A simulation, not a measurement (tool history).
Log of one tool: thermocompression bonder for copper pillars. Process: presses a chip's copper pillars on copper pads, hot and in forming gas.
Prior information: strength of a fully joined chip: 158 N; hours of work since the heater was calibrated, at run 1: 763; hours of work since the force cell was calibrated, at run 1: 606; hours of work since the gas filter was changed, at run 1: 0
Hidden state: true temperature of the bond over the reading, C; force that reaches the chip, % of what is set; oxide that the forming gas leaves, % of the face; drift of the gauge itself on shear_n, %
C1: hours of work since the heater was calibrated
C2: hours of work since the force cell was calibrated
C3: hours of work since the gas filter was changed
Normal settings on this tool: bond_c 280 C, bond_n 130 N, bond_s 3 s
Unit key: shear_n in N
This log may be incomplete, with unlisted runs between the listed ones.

run 1 day=0 | bond_c=280 bond_n=130 bond_s=3 | C1=763 C2=606 C3=0 | shear_n=110.9
run 2 day=1.046 | bond_c=280 bond_n=130 bond_s=8 | C1=780 C2=624 C3=18 | shear_n=136.8
run 3 day=2.108 | bond_c=280 bond_n=130 bond_s=8 | C1=798 C2=642 C3=36 | shear_n=136.8
run 4 day=2.842 | bond_c=280 bond_n=130 bond_s=8 | C1=811 C2=654 C3=48 | shear_n=135.3
run 5 day=3.496 | bond_c=280 bond_n=130 bond_s=3 | C1=822 C2=665 C3=59 | shear_n=113.2
run 6 day=4.242 | bond_c=280 bond_n=130 bond_s=3 | C1=834 C2=677 C3=72 | shear_n=111.9
run 7 day=5 | bond_c=280 bond_n=95 bond_s=3 | C1=847 C2=690 C3=84 | shear_n=93.6
run 8 day=5.821 | bond_c=280 bond_n=95 bond_s=3 | C1=861 C2=704 C3=98 | shear_n=93.1
run 9 day=6.775 | bond_c=280 bond_n=95 bond_s=3 | C1=877 C2=720 C3=114 | shear_n=92.3
-- day=7.525 heater calibrated with a thermocouple chip
run 10 day=7.525 | bond_c=280 bond_n=95 bond_s=3 | C1=0 C2=732 C3=126 | shear_n=85.9
run 11 day=8.279 | bond_c=280 bond_n=130 bond_s=3 | C1=13 C2=744 C3=138 | shear_n=103.4
run 12 day=9.479 | bond_c=280 bond_n=130 bond_s=3 | C1=33 C2=765 C3=159 | shear_n=104.1
run 13 day=10.025 | bond_c=309 bond_n=135 bond_s=3 | C1=42 C2=774 C3=168 | shear_n=133.6
run 14 day=10.746 | bond_c=309 bond_n=135 bond_s=3 | C1=54 C2=786 C3=180 | shear_n=134.3
run 15 day=11.508 | bond_c=309 bond_n=135 bond_s=2 | C1=67 C2=799 C3=193 | shear_n=123.1
run 16 day=12.179 | bond_c=274 bond_n=158 bond_s=6 | C1=79 C2=810 C3=204 | shear_n=126.5
run 17 day=13.271 | bond_c=273 bond_n=155 bond_s=2 | C1=97 C2=829 C3=223 | shear_n=95.3
run 18 day=14.254 | bond_c=280 bond_n=134 bond_s=3 | C1=114 C2=845 C3=239 | shear_n=105.5
run 19 day=14.988 | bond_c=274 bond_n=130 bond_s=2 | C1=126 C2=858 C3=252 | shear_n=85.3
run 20 day=15.829 | bond_c=271 bond_n=130 bond_s=5 | C1=140 C2=872 C3=266 | shear_n=109.6
run 21 day=16.717 | bond_c=280 bond_n=186 bond_s=2 | C1=155 C2=887 C3=281 | shear_n=114.6
run 22 day=17.821 | bond_c=269 bond_n=130 bond_s=9 | C1=174 C2=905 C3=299 | shear_n=121.4

Each row is a separate what-if for the run after 22, all from the same tool condition, not one after another. Results?
run A day=18.579 | bond_c=280 bond_n=86 bond_s=3 | C1=187 C2=918 C3=312 | shear_n=?
run B day=18.579 | bond_c=280 bond_n=99 bond_s=2 | C1=187 C2=918 C3=312 | shear_n=?
run C day=18.579 | bond_c=269 bond_n=102 bond_s=5 | C1=187 C2=918 C3=312 | shear_n=?

run=A shear_n=78.8
run=B shear_n=77.4
run=C shear_n=90.5
Without the tool's hidden state the same runs would have given:
run=A shear_n=77.2
run=B shear_n=75.7
run=C shear_n=89.1
